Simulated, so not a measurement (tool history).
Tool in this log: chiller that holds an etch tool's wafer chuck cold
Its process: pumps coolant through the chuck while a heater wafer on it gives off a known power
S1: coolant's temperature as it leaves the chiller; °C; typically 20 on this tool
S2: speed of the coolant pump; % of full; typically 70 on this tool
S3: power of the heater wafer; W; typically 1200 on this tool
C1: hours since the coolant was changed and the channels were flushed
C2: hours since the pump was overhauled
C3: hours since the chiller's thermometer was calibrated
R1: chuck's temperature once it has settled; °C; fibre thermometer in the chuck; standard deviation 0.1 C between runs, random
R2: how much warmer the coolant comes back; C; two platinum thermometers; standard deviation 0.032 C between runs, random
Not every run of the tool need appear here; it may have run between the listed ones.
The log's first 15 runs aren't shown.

{"run": 16, "hour": 466.3, "S1": 20, "S2": 78, "S3": 1200, "C1": 515, "C2": 762, "C3": 2153, "R1": 29.4, "R2": 3.04}
{"run": 17, "hour": 492.8, "S1": 20, "S2": 79, "S3": 1200, "C1": 541, "C2": 788, "C3": 2180, "R1": 29.1, "R2": 3.07}
{"run": 18, "hour": 525.9, "S1": 20, "S2": 79, "S3": 1135, "C1": 574, "C2": 821, "C3": 2213, "R1": 28.6, "R2": 2.86}
{"run": 19, "hour": 556.6, "S1": 20, "S2": 79, "S3": 1135, "C1": 605, "C2": 852, "C3": 2243, "R1": 28.8, "R2": 2.9}
{"run": 20, "hour": 588.8, "S1": 14, "S2": 79, "S3": 1003, "C1": 637, "C2": 884, "C3": 2276, "R1": 21.7, "R2": 2.61}
{"run": 21, "hour": 618.5, "S1": 20, "S2": 74, "S3": 763, "C1": 667, "C2": 914, "C3": 2305, "R1": 26.1, "R2": 2.1}
{"run": 22, "hour": 637.8, "S1": 20, "S2": 100, "S3": 1800, "C1": 686, "C2": 933, "C3": 2325, "R1": 31.0, "R2": 3.52}
{"run": 23, "hour": 676.2, "S1": 20, "S2": 86, "S3": 666, "C1": 724, "C2": 972, "C3": 2363, "R1": 24.8, "R2": 1.66}
{"run": 24, "hour": 695.6, "S1": 20, "S2": 67, "S3": 614, "C1": 744, "C2": 991, "C3": 2382, "R1": 25.5, "R2": 1.95}
{"run": 25, "hour": 723.2, "S1": 23, "S2": 88, "S3": 1362, "C1": 772, "C2": 1019, "C3": 2410, "R1": 32.5, "R2": 3.14}
{"run": 26, "hour": 765.8, "S1": 15, "S2": 73, "S3": 1219, "C1": 814, "C2": 1061, "C3": 2453, "R1": 24.9, "R2": 3.38}
{"run": 27, "hour": 786.1, "S1": 20, "S2": 70, "S3": 1408, "C1": 834, "C2": 1082, "C3": 2473, "R1": 32.0, "R2": 4.09}
{"run": 28, "hour": 820.5, "S1": 16, "S2": 70, "S3": 716, "C1": 869, "C2": 1116, "C3": 2507, "R1": 22.1, "R2": 2.15}
{"run": 29, "hour": 846.1, "S1": 16, "S2": 70, "S3": 716, "C1": 894, "C2": 1142, "C3": 2533, "R1": 21.9, "R2": 2.16}
{"run": 30, "hour": 867.1, "S1": 16, "S2": 70, "S3": 716, "C1": 915, "C2": 1163, "C3": 2554, "R1": 22.0, "R2": 2.17}
{"hour": 890.6, "done": "gauge calibrated"}
{"run": 31, "hour": 892.1, "S1": 16, "S2": 86, "S3": 1200, "C1": 940, "C2": 1188, "C3": 2579, "R1": 24.4, "R2": 2.68}

Each row is a separate what-if for the run after 31, all from the same tool condition, not one after another. Results?
{"run": "A", "hour": 935.0, "S1": 15, "S2": 70, "S3": 1266, "C1": 983, "C2": 1231, "C3": 2622, "R1": "?", "R2": "?"}
{"run": "B", "hour": 935.0, "S1": 16, "S2": 87, "S3": 1551, "C1": 983, "C2": 1231, "C3": 2622, "R1": "?", "R2": "?"}
{"run": "C", "hour": 935.0, "S1": 15, "S2": 61, "S3": 1195, "C1": 983, "C2": 1231, "C3": 2622, "R1": "?", "R2": "?"}

run=A R1=25.8 R2=3.49
run=B R1=26.8 R2=3.49
run=C R1=26.2 R2=3.79
Without the tool's hidden state the same runs would have given:
run=A R1=25.7 R2=3.48
run=B R1=26.8 R2=3.48
run=C R1=26.2 R2=3.78

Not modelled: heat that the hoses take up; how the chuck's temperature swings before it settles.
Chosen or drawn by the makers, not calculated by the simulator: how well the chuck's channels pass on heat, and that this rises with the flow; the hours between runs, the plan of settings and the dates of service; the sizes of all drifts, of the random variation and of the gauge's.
